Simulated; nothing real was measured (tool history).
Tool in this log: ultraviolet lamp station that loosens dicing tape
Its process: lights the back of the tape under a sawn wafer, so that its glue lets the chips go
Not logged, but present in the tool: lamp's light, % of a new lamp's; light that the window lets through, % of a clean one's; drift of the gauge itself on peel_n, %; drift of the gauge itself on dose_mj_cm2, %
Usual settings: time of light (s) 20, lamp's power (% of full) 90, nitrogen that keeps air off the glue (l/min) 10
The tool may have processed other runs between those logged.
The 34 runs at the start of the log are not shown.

run,hour,time of light (s),lamp's power (% of full),nitrogen that keeps air off the glue (l/min),hours of work of the lamp,hours of work since the window was cleaned,force that peels the tape off (N),light that reached the tape (J/m2)
35,585.6,23,96,6,249,97,0.523,3900
36,609.4,23,64,5,267,115,1.245,2600
37,629.8,15,64,5,282,131,2.102,1640
38,643.1,15,64,5,292,141,2.103,1670
39,656.3,25,82,8,302,151,0.527,3460
40,672.8,21,90,10,315,164,0.563,3140
41,690.4,28,88,8,328,177,0.387,4080
42,714.6,14,81,12,347,196,1.302,1820
43,729.7,14,83,4,358,207,2.066,1870

4 options for the next run, each taken on its own from the tool as it stands now. Forecast them:
A,742.6,28,61,10,368,217,?,?
B,742.6,20,90,13,368,217,?,?
C,742.6,10,83,7,368,217,?,?
D,742.6,13,90,18,368,217,?,?

run,force that peels the tape off (N),light that reached the tape (J/m2)
A,0.763,2730
B,0.589,2860
C,2.436,1330
D,1.080,1870
Without the tool's hidden state the same runs would have given:
run,force that peels the tape off (N),light that reached the tape (J/m2)
A,0.479,3480
B,0.364,3640
C,1.907,1690
D,0.715,2390
